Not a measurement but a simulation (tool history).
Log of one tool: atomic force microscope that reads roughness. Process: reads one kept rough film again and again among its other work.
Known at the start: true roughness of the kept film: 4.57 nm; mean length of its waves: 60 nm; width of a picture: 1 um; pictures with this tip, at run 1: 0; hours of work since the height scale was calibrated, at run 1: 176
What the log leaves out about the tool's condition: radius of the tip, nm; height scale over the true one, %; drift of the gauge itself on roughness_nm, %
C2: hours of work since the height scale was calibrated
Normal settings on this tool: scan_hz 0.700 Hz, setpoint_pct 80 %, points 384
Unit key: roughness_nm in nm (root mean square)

run 1 hour=0.0 | scan_hz=0.700 setpoint_pct=80 points=384 | pictures_with_this_tip=0 C2=176 | roughness_nm=4.033
run 2 hour=17.1 | scan_hz=0.700 setpoint_pct=80 points=384 | pictures_with_this_tip=18 C2=187 | roughness_nm=4.035
run 3 hour=34.4 | scan_hz=0.700 setpoint_pct=80 points=384 | pictures_with_this_tip=37 C2=198 | roughness_nm=4.066
run 4 hour=50.3 | scan_hz=0.700 setpoint_pct=80 points=384 | pictures_with_this_tip=54 C2=208 | roughness_nm=4.047
run 5 hour=67.9 | scan_hz=0.700 setpoint_pct=80 points=384 | pictures_with_this_tip=73 C2=219 | roughness_nm=4.017
run 6 hour=81.9 | scan_hz=0.700 setpoint_pct=80 points=384 | pictures_with_this_tip=88 C2=228 | roughness_nm=4.011
-- hour=97.5 new tip fitted
run 7 hour=102.1 | scan_hz=0.700 setpoint_pct=80 points=384 | pictures_with_this_tip=5 C2=241 | roughness_nm=4.032
run 8 hour=118.5 | scan_hz=0.700 setpoint_pct=80 points=384 | pictures_with_this_tip=22 C2=251 | roughness_nm=4.038
run 9 hour=134.8 | scan_hz=0.700 setpoint_pct=80 points=384 | pictures_with_this_tip=40 C2=261 | roughness_nm=4.072
run 10 hour=149.1 | scan_hz=0.780 setpoint_pct=80 points=384 | pictures_with_this_tip=55 C2=271 | roughness_nm=3.979
run 11 hour=158.9 | scan_hz=0.700 setpoint_pct=80 points=384 | pictures_with_this_tip=66 C2=277 | roughness_nm=4.011
run 12 hour=178.9 | scan_hz=0.700 setpoint_pct=80 points=384 | pictures_with_this_tip=87 C2=290 | roughness_nm=4.012
-- hour=193.7 new tip fitted
run 13 hour=196.6 | scan_hz=0.700 setpoint_pct=80 points=384 | pictures_with_this_tip=3 C2=300 | roughness_nm=4.059
run 14 hour=206.7 | scan_hz=0.700 setpoint_pct=80 points=384 | pictures_with_this_tip=14 C2=307 | roughness_nm=4.027
run 15 hour=220.3 | scan_hz=0.700 setpoint_pct=80 points=384 | pictures_with_this_tip=28 C2=316 | roughness_nm=4.033
run 16 hour=234.7 | scan_hz=0.700 setpoint_pct=80 points=384 | pictures_with_this_tip=44 C2=325 | roughness_nm=4.029
run 17 hour=253.2 | scan_hz=0.700 setpoint_pct=80 points=384 | pictures_with_this_tip=63 C2=336 | roughness_nm=4.025
run 18 hour=273.1 | scan_hz=3.827 setpoint_pct=80 points=384 | pictures_with_this_tip=85 C2=349 | roughness_nm=3.041
-- hour=291.3 new tip fitted
run 19 hour=293.2 | scan_hz=0.700 setpoint_pct=69 points=384 | pictures_with_this_tip=2 C2=362 | roughness_nm=4.186
run 20 hour=311.7 | scan_hz=2.264 setpoint_pct=80 points=384 | pictures_with_this_tip=22 C2=373 | roughness_nm=3.467
run 21 hour=324.7 | scan_hz=2.264 setpoint_pct=80 points=384 | pictures_with_this_tip=36 C2=382 | roughness_nm=3.451
run 22 hour=339.9 | scan_hz=2.264 setpoint_pct=80 points=384 | pictures_with_this_tip=52 C2=391 | roughness_nm=3.455
run 23 hour=349.2 | scan_hz=0.700 setpoint_pct=73 points=384 | pictures_with_this_tip=62 C2=397 | roughness_nm=4.132
run 24 hour=367.5 | scan_hz=0.700 setpoint_pct=73 points=384 | pictures_with_this_tip=81 C2=409 | roughness_nm=4.118
run 25 hour=382.0 | scan_hz=0.700 setpoint_pct=81 points=384 | pictures_with_this_tip=97 C2=418 | roughness_nm=4.029
-- hour=388.5 new tip fitted
run 26 hour=392.1 | scan_hz=1.866 setpoint_pct=80 points=384 | pictures_with_this_tip=4 C2=424 | roughness_nm=3.571
run 27 hour=408.5 | scan_hz=1.866 setpoint_pct=80 points=384 | pictures_with_this_tip=22 C2=435 | roughness_nm=3.578
run 28 hour=424.6 | scan_hz=1.243 setpoint_pct=74 points=554 | pictures_with_this_tip=39 C2=445 | roughness_nm=3.909
run 29 hour=436.9 | scan_hz=1.243 setpoint_pct=74 points=554 | pictures_with_this_tip=52 C2=453 | roughness_nm=3.938
run 30 hour=446.0 | scan_hz=0.839 setpoint_pct=61 points=519 | pictures_with_this_tip=62 C2=458 | roughness_nm=4.201
run 31 hour=458.9 | scan_hz=2.522 setpoint_pct=61 points=519 | pictures_with_this_tip=76 C2=467 | roughness_nm=3.956
run 32 hour=473.6 | scan_hz=3.983 setpoint_pct=79 points=619 | pictures_with_this_tip=92 C2=476 | roughness_nm=3.075
-- hour=485.2 new tip fitted
run 33 hour=490.7 | scan_hz=3.983 setpoint_pct=72 points=472 | pictures_with_this_tip=5 C2=487 | roughness_nm=3.360
run 34 hour=507.2 | scan_hz=1.325 setpoint_pct=56 points=481 | pictures_with_this_tip=23 C2=497 | roughness_nm=4.215
run 35 hour=522.1 | scan_hz=3.570 setpoint_pct=66 points=413 | pictures_with_this_tip=39 C2=507 | roughness_nm=3.641
run 36 hour=540.7 | scan_hz=1.065 setpoint_pct=76 points=280 | pictures_with_this_tip=59 C2=518 | roughness_nm=3.927
run 37 hour=559.0 | scan_hz=0.750 setpoint_pct=63 points=677 | pictures_with_this_tip=79 C2=530 | roughness_nm=4.219
run 38 hour=578.7 | scan_hz=1.198 setpoint_pct=63 points=404 | pictures_with_this_tip=100 C2=543 | roughness_nm=4.136
-- hour=581.8 new tip fitted
run 39 hour=595.5 | scan_hz=2.371 setpoint_pct=82 points=265 | pictures_with_this_tip=14 C2=553 | roughness_nm=3.363
run 40 hour=604.9 | scan_hz=0.871 setpoint_pct=80 points=423 | pictures_with_this_tip=24 C2=559 | roughness_nm=3.952
run 41 hour=623.8 | scan_hz=0.700 setpoint_pct=76 points=259 | pictures_with_this_tip=45 C2=571 | roughness_nm=4.062
run 42 hour=641.5 | scan_hz=0.700 setpoint_pct=76 points=259 | pictures_with_this_tip=64 C2=582 | roughness_nm=4.035
run 43 hour=655.5 | scan_hz=0.700 setpoint_pct=76 points=259 | pictures_with_this_tip=79 C2=591 | roughness_nm=4.063
run 44 hour=667.6 | scan_hz=0.700 setpoint_pct=76 points=259 | pictures_with_this_tip=92 C2=599 | roughness_nm=4.021
-- hour=679.2 new tip fitted
run 45 hour=683.0 | scan_hz=1.596 setpoint_pct=69 points=410 | pictures_with_this_tip=4 C2=608 | roughness_nm=3.967
run 46 hour=691.9 | scan_hz=2.559 setpoint_pct=80 points=671 | pictures_with_this_tip=13 C2=614 | roughness_nm=3.380
run 47 hour=705.1 | scan_hz=1.232 setpoint_pct=66 points=930 | pictures_with_this_tip=27 C2=622 | roughness_nm=4.060
run 48 hour=722.7 | scan_hz=1.232 setpoint_pct=66 points=930 | pictures_with_this_tip=46 C2=633 | roughness_nm=4.096
run 49 hour=740.1 | scan_hz=0.686 setpoint_pct=66 points=529 | pictures_with_this_tip=65 C2=645 | roughness_nm=4.192
run 50 hour=749.5 | scan_hz=0.700 setpoint_pct=55 points=384 | pictures_with_this_tip=75 C2=650 | roughness_nm=4.255
run 51 hour=765.6 | scan_hz=0.969 setpoint_pct=74 points=819 | pictures_with_this_tip=92 C2=661 | roughness_nm=4.004
-- hour=776.5 new tip fitted
run 52 hour=781.8 | scan_hz=0.693 setpoint_pct=80 points=384 | pictures_with_this_tip=6 C2=671 | roughness_nm=4.022
run 53 hour=795.5 | scan_hz=0.693 setpoint_pct=80 points=384 | pictures_with_this_tip=21 C2=679 | roughness_nm=4.014
run 54 hour=813.5 | scan_hz=0.693 setpoint_pct=80 points=384 | pictures_with_this_tip=40 C2=691 | roughness_nm=4.019

Below are 3 alternative next runs, each starting from the tool's condition after run 54. Predict each:
run A hour=822.0 | scan_hz=0.693 setpoint_pct=80 points=475 | pictures_with_this_tip=49 C2=696 | roughness_nm=?
run B hour=822.0 | scan_hz=1.736 setpoint_pct=80 points=384 | pictures_with_this_tip=49 C2=696 | roughness_nm=?
run C hour=822.0 | scan_hz=2.118 setpoint_pct=69 points=273 | pictures_with_this_tip=49 C2=696 | roughness_nm=?

run=A roughness_nm=4.044
run=B roughness_nm=3.649
run=C roughness_nm=3.832
With no hidden state in the tool, these same runs would have given:
run=A roughness_nm=4.052
run=B roughness_nm=3.656
run=C roughness_nm=3.839
